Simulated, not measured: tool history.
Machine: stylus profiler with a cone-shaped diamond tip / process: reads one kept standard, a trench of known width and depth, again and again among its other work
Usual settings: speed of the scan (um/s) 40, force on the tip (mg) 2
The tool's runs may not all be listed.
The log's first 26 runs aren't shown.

run,day,speed of the scan (um/s),force on the tip (mg),depth of the trench (angstrom),width of the trench's floor (nm)
27,15.371,57,1.38,2016.1,97680
28,15.846,57,1.38,2014.2,97770
29,16.567,37,0.68,2010.4,97780
30,16.946,37,0.68,2009.3,97780
31,17.338,37,0.68,2008.7,97770
32,18.058,150,1.78,2020,97280
33,18.5,150,1.78,2018,97370
34,18.854,150,1.78,2018.5,97300
35,19.542,150,1.78,2016.7,97310
36,20.267,66,1.26,2015.7,97670
37,20.767,160,1.52,2018.1,97210
38,21.512,16,2,2018.4,97980
39,22.25,16,2,2019,97990
40,22.862,16,2,2018.8,98000
41,23.617,36,1.66,2015.9,97850
42,24.392,51,3.07,2025.3,97860
43,24.817,45,5.56,2038.1,97880
44,25.571,33,1.16,2013.3,97830
45,26.083,10,2,2020.8,98000
46,26.775,40,4.86,2036.7,97870
47,27.483,141,2.72,2023.1,97510

Predict each of these 4 candidate next runs independently; none follows another, all start after run 47:
A,27.825,32,1.51,?,?
B,27.825,69,2,?,?
C,27.825,50,3.24,?,?
D,27.825,40,1.16,?,?

run,depth of the trench (angstrom),width of the trench's floor (nm)
A,2015.1,97900
B,2019.5,97670
C,2027.8,97880
D,2013.3,97820
With no hidden state in the tool, these same runs would have given:
run,depth of the trench (angstrom),width of the trench's floor (nm)
A,2015.1,97900
B,2019.5,97670
C,2027.8,97890
D,2013.3,97820
